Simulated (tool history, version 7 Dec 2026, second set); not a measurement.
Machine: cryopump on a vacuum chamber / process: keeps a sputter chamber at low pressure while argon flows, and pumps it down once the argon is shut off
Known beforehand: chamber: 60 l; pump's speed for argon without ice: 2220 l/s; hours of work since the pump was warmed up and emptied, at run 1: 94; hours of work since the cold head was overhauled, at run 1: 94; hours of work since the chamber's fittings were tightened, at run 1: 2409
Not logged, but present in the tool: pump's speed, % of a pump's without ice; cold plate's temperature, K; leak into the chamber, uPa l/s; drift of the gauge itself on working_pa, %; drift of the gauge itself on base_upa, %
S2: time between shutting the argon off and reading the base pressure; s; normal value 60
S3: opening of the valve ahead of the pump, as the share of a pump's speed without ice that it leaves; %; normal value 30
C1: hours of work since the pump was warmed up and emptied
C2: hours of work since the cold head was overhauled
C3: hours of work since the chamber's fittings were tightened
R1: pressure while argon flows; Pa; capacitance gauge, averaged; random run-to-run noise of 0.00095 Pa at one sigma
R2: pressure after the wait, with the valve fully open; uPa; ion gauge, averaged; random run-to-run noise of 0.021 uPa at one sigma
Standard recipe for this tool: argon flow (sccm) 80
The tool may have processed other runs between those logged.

Run 1, hour 0: usual settings; C1 94; C2 94; C3 2409. Result: R1 0.2061 Pa, R2 1.24 uPa.
Run 2, hour 23.2: usual settings; C1 112; C2 112; C3 2426. Result: R1 0.2078 Pa, R2 1.28 uPa.
Run 3, hour 36.8: usual settings but argon flow (sccm) 87; C1 122; C2 122; C3 2437. Result: R1 0.2251 Pa, R2 1.26 uPa.
Run 4, hour 65.6: usual settings but argon flow (sccm) 87; C1 144; C2 144; C3 2459. Result: R1 0.2263 Pa, R2 1.29 uPa.
Run 5, hour 91.5: usual settings but argon flow (sccm) 87; C1 164; C2 164; C3 2478. Result: R1 0.226 Pa, R2 1.27 uPa.
Run 6, hour 107.2: usual settings; C1 176; C2 176; C3 2490. Result: R1 0.2076 Pa, R2 1.31 uPa.
Run 7, hour 120: usual settings; C1 186; C2 186; C3 2500. Result: R1 0.2098 Pa, R2 1.31 uPa.
Run 8, hour 138.5: usual settings; C1 200; C2 200; C3 2514. Result: R1 0.2094 Pa, R2 1.28 uPa.
Run 9, hour 154.1: usual settings but S2 49 s; C1 212; C2 212; C3 2526. Result: R1 0.2102 Pa, R2 1.43 uPa.
Run 10, hour 179.7: usual settings but argon flow (sccm) 136, S2 178 s, S3 54 %; C1 231; C2 231; C3 2546. Result: R1 0.2049 Pa, R2 1.12 uPa.
Run 11, hour 201.8: usual settings but argon flow (sccm) 136, S2 178 s, S3 54 %; C1 248; C2 248; C3 2563. Result: R1 0.2059 Pa, R2 1.12 uPa.
Run 12, hour 222.7: usual settings but S2 178 s, S3 41 %; C1 264; C2 264; C3 2579. Result: R1 0.1569 Pa, R2 1.13 uPa.
Run 13, hour 246.2: usual settings but S2 178 s, S3 41 %; C1 282; C2 282; C3 2596. Result: R1 0.1577 Pa, R2 1.16 uPa.
Run 14, hour 268.3: usual settings but S2 178 s, S3 41 %; C1 299; C2 299; C3 2613. Result: R1 0.1579 Pa, R2 1.15 uPa.
Run 15, hour 286.2: usual settings but argon flow (sccm) 66, S2 22 s, S3 53 %; C1 312; C2 312; C3 2627. Result: R1 0.1037 Pa, R2 1.99 uPa.
Run 16, hour 310.6: usual settings but argon flow (sccm) 136, S2 27 s, S3 43 %; C1 331; C2 331; C3 2646. Result: R1 0.2584 Pa, R2 1.89 uPa.
Run 17, hour 330.3: usual settings but argon flow (sccm) 54, S2 92 s, S3 27 %; C1 346; C2 346; C3 2661. Result: R1 0.1618 Pa, R2 1.34 uPa.

Alternative continuations, all from the tool just after run 17; predict every row:
Run A, hour 346.8: usual settings but argon flow (sccm) 125, S2 36 s, S3 35 %; C1 359; C2 359; C3 2673. Result: R1 ?, R2 ?.
Run B, hour 346.8: usual settings but argon flow (sccm) 109, S2 36 s; C1 359; C2 359; C3 2673. Result: R1 ?, R2 ?.
Run C, hour 346.8: usual settings but argon flow (sccm) 64, S2 66 s; C1 359; C2 359; C3 2673. Result: R1 ?, R2 ?.
Run D, hour 346.8: usual settings but argon flow (sccm) 118, S2 92 s, S3 21 %; C1 359; C2 359; C3 2673. Result: R1 ?, R2 ?.

run      R1    R2
  A  0.2905  1.71
  B  0.2946  1.73
  C  0.1705  1.44
  D  0.4437  1.36
With no hidden state in the tool, these same runs would have given:
run      R1    R2
  A   0.272  0.74
  B  0.2784  0.76
  C  0.1611  0.47
  D  0.4263  0.38
